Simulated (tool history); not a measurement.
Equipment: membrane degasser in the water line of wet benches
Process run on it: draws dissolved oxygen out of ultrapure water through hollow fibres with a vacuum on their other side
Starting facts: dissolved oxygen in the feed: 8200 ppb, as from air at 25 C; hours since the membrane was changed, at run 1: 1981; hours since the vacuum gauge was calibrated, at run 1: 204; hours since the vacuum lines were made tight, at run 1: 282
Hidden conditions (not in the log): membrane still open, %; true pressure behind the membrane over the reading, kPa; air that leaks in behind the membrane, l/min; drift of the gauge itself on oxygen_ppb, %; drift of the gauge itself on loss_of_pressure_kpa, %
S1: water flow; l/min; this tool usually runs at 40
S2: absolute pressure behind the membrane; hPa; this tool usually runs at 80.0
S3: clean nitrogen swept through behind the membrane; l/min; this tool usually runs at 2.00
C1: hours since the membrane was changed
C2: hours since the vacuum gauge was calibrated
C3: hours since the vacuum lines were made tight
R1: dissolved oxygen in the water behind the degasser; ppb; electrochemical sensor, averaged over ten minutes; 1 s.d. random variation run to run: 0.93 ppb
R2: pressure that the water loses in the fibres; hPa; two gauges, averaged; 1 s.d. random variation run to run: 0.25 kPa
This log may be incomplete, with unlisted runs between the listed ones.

run,day,S1,S2,S3,C1,C2,C3,R1,R2
1,0.000,40,80.0,2.00,1981,204,282,210.7,646.5
2,3.204,40,80.0,2.00,2058,281,359,211.4,649.6
3,6.238,40,80.0,2.00,2131,354,431,212.1,653.8
4,8.654,40,80.0,2.00,2189,412,489,212.0,653.3
5,11.638,40,80.0,2.00,2260,483,561,210.9,647.4
6,13.192,26,80.0,2.00,2298,521,598,144.1,422.6
7,14.825,40,67.0,2.00,2337,560,637,157.1,653.8
8,17.450,40,67.0,2.00,2400,623,700,156.5,651.3
9,19.529,40,80.0,2.00,2450,673,750,211.6,648.3
10,21.412,40,80.0,2.00,2495,718,796,214.4,650.4
11,23.900,40,80.0,2.00,2555,778,855,211.1,653.3
12,26.775,40,80.0,2.00,2624,847,924,212.8,653.9
# day 27.092: vacuum gauge calibrated
13,30.138,40,80.0,2.00,2704,73,1004,213.7,652.2
14,33.104,40,80.0,2.00,2775,144,1076,213.5,651.1
# day 33.688: vacuum gauge calibrated, once more
15,34.871,40,80.0,4.92,2817,28,1117,95.2,652.7
16,37.625,40,80.0,2.00,2883,95,1184,212.9,655.5
17,40.862,53,80.0,5.09,2961,172,1261,129.0,863.9
18,42.600,40,108.9,1.15,3002,214,1303,529.1,652.8
19,44.154,50,80.0,2.16,3040,251,1340,247.6,816.7
20,46.708,50,80.0,2.16,3101,313,1402,248.2,817.2

What does the tool deliver on the next run?
21,50.108,62,69.7,3.03,3183,394,1483,?,?

R1: 193.1 ppb
R2: 1013.5 hPa
Were there no unlogged condition in the tool, this run, its random variation unchanged, would have produced R1 189.6 ppb, R2 1000.6 hPa.
